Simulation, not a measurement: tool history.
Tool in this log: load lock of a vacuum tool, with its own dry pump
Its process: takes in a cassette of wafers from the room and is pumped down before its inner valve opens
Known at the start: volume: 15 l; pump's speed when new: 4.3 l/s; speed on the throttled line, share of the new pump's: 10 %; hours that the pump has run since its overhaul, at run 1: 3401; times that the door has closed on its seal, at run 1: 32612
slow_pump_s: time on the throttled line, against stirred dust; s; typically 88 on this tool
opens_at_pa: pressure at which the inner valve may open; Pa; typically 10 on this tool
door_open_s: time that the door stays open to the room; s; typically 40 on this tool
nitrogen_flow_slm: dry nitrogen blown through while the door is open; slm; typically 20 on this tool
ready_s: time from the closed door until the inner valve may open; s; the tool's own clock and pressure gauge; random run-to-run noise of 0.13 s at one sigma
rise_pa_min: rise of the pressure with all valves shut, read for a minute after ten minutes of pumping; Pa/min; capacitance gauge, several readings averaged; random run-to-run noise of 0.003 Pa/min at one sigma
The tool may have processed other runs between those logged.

run,hour,slow_pump_s,opens_at_pa,door_open_s,nitrogen_flow_slm,hours that the pump has run since its overhaul,times that the door has closed on its seal,"incoming humidity of the room's air, %",ready_s,rise_pa_min
1,0.0,88,10,40,20,3401,32612,44.9,113.1,0.498
2,62.0,88,10,40,20,3463,32838,44.0,112.7,0.513
3,140.8,88,10,40,20,3541,33125,47.1,112.7,0.505
4,226.5,88,10,40,20,3627,33437,44.6,112.8,0.525
5,319.7,88,10,40,20,3720,33777,42.3,112.8,0.520
6,370.9,88,10,40,20,3772,33963,46.1,112.9,0.533
# hour 445.2: door's seal changed, seat wiped
7,449.2,143,10,40,20,3848,14,43.5,162.4,0.053
8,511.5,143,10,40,20,3911,241,42.6,162.6,0.051
9,559.1,143,10,40,20,3958,414,47.3,162.4,0.063
10,655.5,88,10,40,20,4055,765,46.7,112.9,0.063
11,710.1,88,10,40,20,4109,964,45.3,113.0,0.059
12,774.0,88,10,40,20,4173,1197,43.7,112.9,0.059
13,824.9,88,10,40,20,4224,1383,41.4,113.0,0.055
14,888.2,88,10,40,20,4287,1613,43.6,113.1,0.056
15,963.1,88,10,40,6,4362,1886,45.5,112.8,0.085
16,1005.0,88,10,40,6,4404,2039,46.9,112.9,0.090
17,1100.3,88,10,40,6,4500,2386,44.5,113.1,0.085
18,1156.1,88,10,40,6,4555,2589,44.9,113.0,0.089
19,1251.2,88,10,113,20,4650,2936,45.2,113.2,0.094
20,1305.2,75,7,34,36,4704,3132,46.9,102.7,0.058
21,1363.6,67,11,158,9,4763,3345,44.7,93.9,0.132
22,1404.7,49,10,108,20,4804,3495,45.4,78.0,0.099
23,1459.6,88,13,40,20,4859,3695,43.5,112.0,0.072
24,1509.2,88,11,40,10,4908,3875,47.4,112.8,0.097
25,1588.9,88,11,40,10,4988,4166,41.9,112.5,0.085
26,1669.4,54,10,40,20,5069,4459,47.3,82.6,0.084
27,1741.2,89,19,109,7,5140,4721,45.7,111.3,0.125
28,1807.3,72,16,85,8,5206,4961,46.8,96.9,0.126
29,1865.9,72,16,85,8,5265,5175,47.8,96.9,0.128
30,1955.9,106,10,40,6,5355,5503,43.3,129.1,0.098
31,2012.1,88,10,210,17,5411,5707,43.1,113.2,0.140
32,2083.2,88,18,40,29,5482,5966,46.5,110.8,0.082
33,2160.1,149,16,40,20,5559,6246,46.1,166.1,0.097
34,2203.7,149,16,40,20,5603,6405,48.9,166.0,0.097
35,2293.9,86,16,172,14,5693,6734,45.0,109.8,0.149
36,2337.3,86,16,172,14,5737,6892,48.1,109.5,0.155
37,2380.0,88,7,40,11,5779,7048,44.0,114.5,0.113

Entry by entry between the runs, the difference in hidden state between the last listed run before and the first listed run after:
Between runs 6 and 7: door's seal changed, seat wiped (hour 445.2)
  pump's speed, % of a new pump's: 96.4 -> 96.3; leak at the door's seal, Pa l/s: 0.1209 -> 0.0028
  measured less the result without the state, ready_s: +1.0 -> +0.7 s; rise_pa_min: +0.478 -> +0.003 Pa/min
